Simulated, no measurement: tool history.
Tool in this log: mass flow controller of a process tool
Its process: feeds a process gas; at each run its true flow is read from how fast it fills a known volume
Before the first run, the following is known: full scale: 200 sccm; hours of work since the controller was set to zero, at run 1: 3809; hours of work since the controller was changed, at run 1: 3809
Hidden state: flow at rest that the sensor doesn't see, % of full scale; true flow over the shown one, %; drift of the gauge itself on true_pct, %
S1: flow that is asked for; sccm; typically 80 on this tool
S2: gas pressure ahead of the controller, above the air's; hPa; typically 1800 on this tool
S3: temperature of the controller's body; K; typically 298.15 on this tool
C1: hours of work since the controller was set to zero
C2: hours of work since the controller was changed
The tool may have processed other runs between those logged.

{"run": 1, "hour": 0.0, "S1": 80, "S2": 1800, "S3": 298.15, "C1": 3809, "C2": 3809, "true flow (%)": 98.69}
{"run": 2, "hour": 85.4, "S1": 80, "S2": 1800, "S3": 298.15, "C1": 3871, "C2": 3871, "true flow (%)": 98.77}
{"run": 3, "hour": 180.1, "S1": 80, "S2": 1800, "S3": 298.15, "C1": 3940, "C2": 3940, "true flow (%)": 98.75}
{"run": 4, "hour": 315.9, "S1": 80, "S2": 1800, "S3": 298.15, "C1": 4038, "C2": 4038, "true flow (%)": 98.88}
{"run": 5, "hour": 416.9, "S1": 80, "S2": 1800, "S3": 298.15, "C1": 4111, "C2": 4111, "true flow (%)": 98.81}
{"run": 6, "hour": 578.8, "S1": 80, "S2": 1800, "S3": 298.15, "C1": 4228, "C2": 4228, "true flow (%)": 98.73}
{"run": 7, "hour": 750.6, "S1": 80, "S2": 1950, "S3": 298.15, "C1": 4353, "C2": 4353, "true flow (%)": 98.7}
{"run": 8, "hour": 835.0, "S1": 80, "S2": 1800, "S3": 304.15, "C1": 4414, "C2": 4414, "true flow (%)": 98.99}
{"run": 9, "hour": 939.4, "S1": 20, "S2": 1800, "S3": 298.15, "C1": 4489, "C2": 4489, "true flow (%)": 98.1}
{"run": 10, "hour": 1078.0, "S1": 80, "S2": 1800, "S3": 298.15, "C1": 4590, "C2": 4590, "true flow (%)": 98.71}
{"run": 11, "hour": 1158.7, "S1": 80, "S2": 1800, "S3": 298.15, "C1": 4648, "C2": 4648, "true flow (%)": 98.61}
{"run": 12, "hour": 1252.3, "S1": 80, "S2": 1800, "S3": 298.15, "C1": 4716, "C2": 4716, "true flow (%)": 98.62}
{"run": 13, "hour": 1413.4, "S1": 80, "S2": 1800, "S3": 295.15, "C1": 4833, "C2": 4833, "true flow (%)": 98.66}
{"run": 14, "hour": 1492.7, "S1": 96, "S2": 2670, "S3": 298.15, "C1": 4890, "C2": 4890, "true flow (%)": 99.35}
{"run": 15, "hour": 1590.3, "S1": 196, "S2": 2670, "S3": 299.15, "C1": 4961, "C2": 4961, "true flow (%)": 100.45}
{"run": 16, "hour": 1752.1, "S1": 80, "S2": 1520, "S3": 313.15, "C1": 5078, "C2": 5078, "true flow (%)": 99.45}
{"run": 17, "hour": 1869.4, "S1": 80, "S2": 1520, "S3": 313.15, "C1": 5163, "C2": 5163, "true flow (%)": 99.34}
{"run": 18, "hour": 1947.1, "S1": 80, "S2": 1800, "S3": 298.15, "C1": 5219, "C2": 5219, "true flow (%)": 98.77}
{"run": 19, "hour": 2108.1, "S1": 80, "S2": 1800, "S3": 298.15, "C1": 5336, "C2": 5336, "true flow (%)": 98.73}
{"run": 20, "hour": 2200.1, "S1": 80, "S2": 1670, "S3": 294.15, "C1": 5402, "C2": 5402, "true flow (%)": 98.44}
{"hour": 2328.1, "done": "controller's zero set anew"}
{"run": 21, "hour": 2328.1, "S1": 80, "S2": 1670, "S3": 310.15, "C1": 0, "C2": 5495, "true flow (%)": 99.38}
{"run": 22, "hour": 2406.8, "S1": 111, "S2": 1610, "S3": 306.15, "C1": 57, "C2": 5552, "true flow (%)": 99.31}
{"run": 23, "hour": 2553.9, "S1": 80, "S2": 2450, "S3": 293.15, "C1": 163, "C2": 5658, "true flow (%)": 98.82}
{"run": 24, "hour": 2626.5, "S1": 48, "S2": 1600, "S3": 298.15, "C1": 216, "C2": 5711, "true flow (%)": 98.23}
{"run": 25, "hour": 2739.3, "S1": 45, "S2": 2260, "S3": 298.15, "C1": 298, "C2": 5792, "true flow (%)": 98.8}

For each entry between runs, how does the tool's hidden state at the last listed run before it compare with that at the first listed run after it?
From run 20 to run 21: controller's zero set anew (hour 2328.1)
  flow at rest that the sensor doesn't see, % of full scale: 0.002 -> 0
